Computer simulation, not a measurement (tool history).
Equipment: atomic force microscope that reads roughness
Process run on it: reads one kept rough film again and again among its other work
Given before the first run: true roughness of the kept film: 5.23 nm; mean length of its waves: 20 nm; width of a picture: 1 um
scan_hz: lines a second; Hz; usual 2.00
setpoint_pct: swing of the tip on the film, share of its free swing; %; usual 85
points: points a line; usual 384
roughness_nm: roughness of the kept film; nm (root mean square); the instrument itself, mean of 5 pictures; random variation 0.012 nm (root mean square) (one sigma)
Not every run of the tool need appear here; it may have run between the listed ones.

run,hour,scan_hz,setpoint_pct,points,roughness_nm
1,0.0,2.00,85,384,2.885
2,12.3,2.00,85,384,2.898
3,33.3,2.00,85,384,2.902
# hour 36.6: new tip fitted
4,60.8,2.00,85,384,2.901
# hour 76.1: new tip fitted
5,82.3,2.00,85,384,2.892
6,102.9,2.00,85,384,2.883
# hour 116.7: new tip fitted
7,118.0,2.00,85,678,2.962
8,131.4,2.00,85,678,2.944
9,152.0,3.27,85,678,2.680
# hour 156.8: new tip fitted
10,167.7,3.27,85,678,2.692
11,179.0,3.27,85,678,2.690
12,194.0,3.27,85,678,2.671
# hour 196.3: new tip fitted
13,212.9,3.27,85,678,2.689
14,224.2,3.27,85,678,2.685
# hour 236.3: new tip fitted
15,242.5,2.00,85,814,2.952
16,260.5,2.00,85,814,2.926
# hour 275.8: new tip fitted
17,279.4,2.00,85,814,2.965
18,293.9,2.00,85,814,2.937
19,311.0,2.00,85,384,2.874
# hour 315.0: new tip fitted
20,325.7,2.00,60,384,3.276
21,351.7,2.00,76,652,3.067

Expected results for the next run?
# hour 353.9: new tip fitted
22,377.8,2.00,76,652,?

{"run 22": {"roughness_nm": 3.091}}
With the hidden condition absent and the run-to-run variation left alone, this run would have shown roughness_nm 3.103 nm (root mean square).
